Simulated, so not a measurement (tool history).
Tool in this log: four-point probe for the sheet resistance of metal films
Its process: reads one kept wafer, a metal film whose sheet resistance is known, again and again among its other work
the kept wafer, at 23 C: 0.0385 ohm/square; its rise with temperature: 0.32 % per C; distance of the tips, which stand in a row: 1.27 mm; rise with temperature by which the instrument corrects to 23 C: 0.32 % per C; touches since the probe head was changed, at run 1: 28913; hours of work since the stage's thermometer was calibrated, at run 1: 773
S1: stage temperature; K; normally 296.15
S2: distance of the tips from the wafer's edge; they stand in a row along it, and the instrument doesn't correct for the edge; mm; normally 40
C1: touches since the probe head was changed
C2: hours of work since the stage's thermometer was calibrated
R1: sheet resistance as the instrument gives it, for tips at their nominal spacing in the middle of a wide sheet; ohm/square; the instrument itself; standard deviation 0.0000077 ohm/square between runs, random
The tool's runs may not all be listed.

{"run": 1, "day": 0.0, "S1": 296.15, "S2": 40, "C1": 28913, "C2": 773, "R1": 0.038519}
{"run": 2, "day": 3.629, "S1": 307.15, "S2": 40, "C1": 30111, "C2": 820, "R1": 0.038538}
{"run": 3, "day": 5.421, "S1": 296.15, "S2": 4, "C1": 30702, "C2": 843, "R1": 0.040472}
{"run": 4, "day": 8.575, "S1": 296.15, "S2": 4, "C1": 31743, "C2": 883, "R1": 0.040466}
{"run": 5, "day": 11.717, "S1": 296.15, "S2": 34, "C1": 32781, "C2": 924, "R1": 0.038514}
{"run": 6, "day": 14.554, "S1": 296.15, "S2": 34, "C1": 33717, "C2": 960, "R1": 0.038515}
{"run": 7, "day": 18.025, "S1": 296.15, "S2": 34, "C1": 34863, "C2": 1005, "R1": 0.038536}
{"run": 8, "day": 19.946, "S1": 293.15, "S2": 40, "C1": 35496, "C2": 1029, "R1": 0.038496}
{"run": 9, "day": 23.229, "S1": 296.15, "S2": 40, "C1": 36580, "C2": 1072, "R1": 0.038517}
{"run": 10, "day": 26.283, "S1": 298.15, "S2": 40, "C1": 37589, "C2": 1111, "R1": 0.038528}
{"run": 11, "day": 29.6, "S1": 298.15, "S2": 40, "C1": 38683, "C2": 1154, "R1": 0.038527}
{"run": 12, "day": 31.725, "S1": 298.15, "S2": 40, "C1": 39385, "C2": 1181, "R1": 0.038532}
{"run": 13, "day": 33.471, "S1": 298.15, "S2": 40, "C1": 39961, "C2": 1203, "R1": 0.038533}
{"run": 14, "day": 36.121, "S1": 298.15, "S2": 40, "C1": 40834, "C2": 1237, "R1": 0.038528}
{"run": 15, "day": 39.388, "S1": 298.15, "S2": 40, "C1": 41913, "C2": 1279, "R1": 0.038527}
{"run": 16, "day": 41.958, "S1": 304.15, "S2": 40, "C1": 42761, "C2": 1312, "R1": 0.038548}
{"day": 42.138, "done": "stage's thermometer calibrated"}
{"run": 17, "day": 45.025, "S1": 304.15, "S2": 40, "C1": 43767, "C2": 37, "R1": 0.038547}
{"run": 18, "day": 47.971, "S1": 306.15, "S2": 25, "C1": 44739, "C2": 75, "R1": 0.038581}
{"day": 48.788, "done": "stage's thermometer calibrated, once more"}
{"run": 19, "day": 50.183, "S1": 306.15, "S2": 25, "C1": 45463, "C2": 18, "R1": 0.038615}
{"run": 20, "day": 52.283, "S1": 291.15, "S2": 5, "C1": 46156, "C2": 45, "R1": 0.039798}
{"run": 21, "day": 54.075, "S1": 291.15, "S2": 5, "C1": 46747, "C2": 68, "R1": 0.039805}
{"run": 22, "day": 56.404, "S1": 297.15, "S2": 11, "C1": 47516, "C2": 98, "R1": 0.038815}
{"run": 23, "day": 59.254, "S1": 297.15, "S2": 11, "C1": 48456, "C2": 135, "R1": 0.038813}
{"run": 24, "day": 61.133, "S1": 299.15, "S2": 9, "C1": 49077, "C2": 159, "R1": 0.038954}
{"run": 25, "day": 64.45, "S1": 296.15, "S2": 35, "C1": 50172, "C2": 201, "R1": 0.038568}
{"run": 26, "day": 66.742, "S1": 296.15, "S2": 5, "C1": 50928, "C2": 231, "R1": 0.039842}
{"run": 27, "day": 68.508, "S1": 297.15, "S2": 21, "C1": 51511, "C2": 254, "R1": 0.038606}
{"run": 28, "day": 71.525, "S1": 297.15, "S2": 21, "C1": 52507, "C2": 292, "R1": 0.038611}
{"run": 29, "day": 73.079, "S1": 299.15, "S2": 26, "C1": 53020, "C2": 312, "R1": 0.038593}
{"run": 30, "day": 74.621, "S1": 299.15, "S2": 26, "C1": 53528, "C2": 332, "R1": 0.038587}
{"run": 31, "day": 77.196, "S1": 308.15, "S2": 5, "C1": 54379, "C2": 365, "R1": 0.039868}

Table of differences, measured result less the result of that run with no hidden state. Run-to-run variation is the same in both. Gauge scatter possibly is not:
Hidden state present: inner tips' distance over the nominal, %; tips' flats over new ones', %; wafer's true temperature over the reading, C; drift of the gauge itself on sheet_ohm, %.
run=1 R1=-0.000013
run=2 R1=-0.000011
run=3 R1=-0.000011
run=4 R1=-0.000010
run=5 R1=-0.000008
run=6 R1=-0.000007
run=7 R1=-0.000005
run=8 R1=-0.000005
run=9 R1=-0.000003
run=10 R1=-0.000002
run=11 R1=+0.000000
run=12 R1=+0.000001
run=13 R1=+0.000001
run=14 R1=+0.000003
run=15 R1=+0.000004
run=16 R1=+0.000005
run=17 R1=-0.000004
run=18 R1=-0.000002
run=19 R1=+0.000026
run=20 R1=+0.000028
run=21 R1=+0.000028
run=22 R1=+0.000028
run=23 R1=+0.000029
run=24 R1=+0.000031
run=25 R1=+0.000032
run=26 R1=+0.000034
run=27 R1=+0.000034
run=28 R1=+0.000035
run=29 R1=+0.000036
run=30 R1=+0.000036
run=31 R1=+0.000038
